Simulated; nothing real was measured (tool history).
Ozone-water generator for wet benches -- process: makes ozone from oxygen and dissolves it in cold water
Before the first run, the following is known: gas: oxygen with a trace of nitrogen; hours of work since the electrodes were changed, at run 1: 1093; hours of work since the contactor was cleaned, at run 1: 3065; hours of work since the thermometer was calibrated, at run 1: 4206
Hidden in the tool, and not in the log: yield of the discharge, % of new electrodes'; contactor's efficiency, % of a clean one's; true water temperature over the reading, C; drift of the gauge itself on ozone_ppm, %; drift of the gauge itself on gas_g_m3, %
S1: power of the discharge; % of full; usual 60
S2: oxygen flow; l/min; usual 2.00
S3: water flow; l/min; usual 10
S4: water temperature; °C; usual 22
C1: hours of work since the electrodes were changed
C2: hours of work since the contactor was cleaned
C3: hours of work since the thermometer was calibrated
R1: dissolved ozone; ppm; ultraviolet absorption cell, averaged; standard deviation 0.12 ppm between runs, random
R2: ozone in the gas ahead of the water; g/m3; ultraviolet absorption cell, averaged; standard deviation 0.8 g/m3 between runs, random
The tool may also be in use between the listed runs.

| run | hour | S1 | S2 | S3 | S4 | C1 | C2 | C3 | R1 | R2 |
|---|---|---|---|---|---|---|---|---|---|---|
| 1 | 0.0 | 60 | 2.00 | 10 | 22 | 1093 | 3065 | 4206 | 8.6 | 119.7 |
| 2 | 36.0 | 60 | 2.00 | 10 | 22 | 1128 | 3099 | 4241 | 8.4 | 120.8 |
| 3 | 60.1 | 60 | 2.00 | 6 | 22 | 1151 | 3122 | 4264 | 14.0 | 121.0 |
| 4 | 87.8 | 60 | 2.00 | 10 | 22 | 1177 | 3148 | 4290 | 8.8 | 120.8 |
| 5 | 124.9 | 60 | 2.00 | 10 | 22 | 1212 | 3184 | 4325 | 8.5 | 120.8 |
| 6 | 162.7 | 60 | 2.00 | 10 | 22 | 1248 | 3220 | 4361 | 8.4 | 119.1 |
| 7 | 182.6 | 60 | 2.00 | 9 | 22 | 1267 | 3239 | 4380 | 9.5 | 119.7 |
| 8 | 221.3 | 60 | 2.00 | 10 | 22 | 1304 | 3276 | 4417 | 8.6 | 120.6 |
| 9 | 243.8 | 60 | 2.00 | 10 | 22 | 1326 | 3297 | 4439 | 8.5 | 119.9 |
| 10 | 282.1 | 72 | 2.00 | 10 | 22 | 1362 | 3333 | 4475 | 10.0 | 139.7 |
| 11 | 312.8 | 72 | 2.00 | 10 | 22 | 1391 | 3363 | 4504 | 9.9 | 140.4 |
| 12 | 344.8 | 60 | 2.00 | 10 | 22 | 1422 | 3393 | 4535 | 8.5 | 117.3 |
| 13 | 384.4 | 60 | 2.00 | 10 | 22 | 1459 | 3431 | 4573 | 8.7 | 119.8 |
|  | 388.1 | water thermometer calibrated |
| 14 | 404.2 | 60 | 2.00 | 10 | 22 | 1478 | 3449 | 15 | 8.8 | 119.6 |
| 15 | 429.6 | 60 | 2.00 | 10 | 22 | 1502 | 3473 | 40 | 8.5 | 120.6 |
| 16 | 468.0 | 60 | 2.00 | 10 | 22 | 1539 | 3510 | 76 | 8.4 | 119.9 |
| 17 | 504.1 | 60 | 2.00 | 10 | 22 | 1573 | 3544 | 110 | 8.5 | 116.8 |
| 18 | 531.9 | 64 | 2.00 | 10 | 16 | 1600 | 3571 | 137 | 9.7 | 126.0 |
| 19 | 550.7 | 64 | 2.00 | 10 | 16 | 1617 | 3589 | 155 | 9.7 | 125.3 |
|  | 564.7 | water thermometer calibrated, once more |
| 20 | 569.9 | 64 | 2.00 | 10 | 16 | 1635 | 3607 | 5 | 9.7 | 126.7 |
| 21 | 605.7 | 56 | 3.10 | 10 | 16 | 1669 | 3641 | 39 | 8.3 | 85.7 |
| 22 | 622.7 | 74 | 1.09 | 12 | 15 | 1686 | 3657 | 55 | 8.4 | 206.9 |
| 23 | 644.8 | 60 | 2.00 | 10 | 17 | 1707 | 3678 | 76 | 8.8 | 118.5 |
| 24 | 677.1 | 85 | 1.94 | 15 | 22 | 1737 | 3709 | 107 | 7.0 | 162.4 |
| 25 | 705.0 | 60 | 2.00 | 9 | 22 | 1764 | 3735 | 134 | 9.3 | 118.4 |
| 26 | 725.2 | 60 | 2.00 | 9 | 22 | 1783 | 3755 | 153 | 9.2 | 118.3 |
| 27 | 759.7 | 60 | 2.00 | 9 | 22 | 1816 | 3787 | 186 | 9.4 | 118.4 |
| 28 | 797.0 | 64 | 2.77 | 7 | 20 | 1852 | 3823 | 221 | 12.2 | 101.8 |
| 29 | 833.2 | 64 | 2.77 | 7 | 20 | 1886 | 3857 | 256 | 12.1 | 103.1 |
| 30 | 850.5 | 54 | 2.77 | 12 | 20 | 1903 | 3874 | 272 | 6.4 | 87.5 |
| 31 | 881.6 | 72 | 2.77 | 10 | 20 | 1932 | 3904 | 302 | 9.8 | 113.3 |
| 32 | 914.4 | 72 | 2.77 | 10 | 20 | 1963 | 3935 | 333 | 9.8 | 113.6 |
| 33 | 947.6 | 60 | 1.30 | 13 | 22 | 1995 | 3966 | 365 | 6.0 | 153.2 |
| 34 | 982.8 | 84 | 2.00 | 10 | 22 | 2029 | 4000 | 398 | 11.2 | 158.0 |

Consider 3 possible next runs. They are alternatives, not a sequence: every one starts from the tool as it was left by run 34. What does each give?
| A | 1016.2 | 84 | 1.67 | 10 | 22 | 2060 | 4032 | 430 | ? | ? |
| B | 1016.2 | 60 | 2.00 | 10 | 15 | 2060 | 4032 | 430 | ? | ? |
| C | 1016.2 | 84 | 2.00 | 10 | 20 | 2060 | 4032 | 430 | ? | ? |

| run | R1 | R2 |
|---|---|---|
| A | 10.8 | 174.5 |
| B | 9.0 | 116.9 |
| C | 11.3 | 156.8 |
Stripped of hidden state, with their random variation kept, the same runs would have yielded:
| run | R1 | R2 |
|---|---|---|
| A | 12.9 | 190.8 |
| B | 10.5 | 125.0 |
| C | 13.5 | 171.4 |
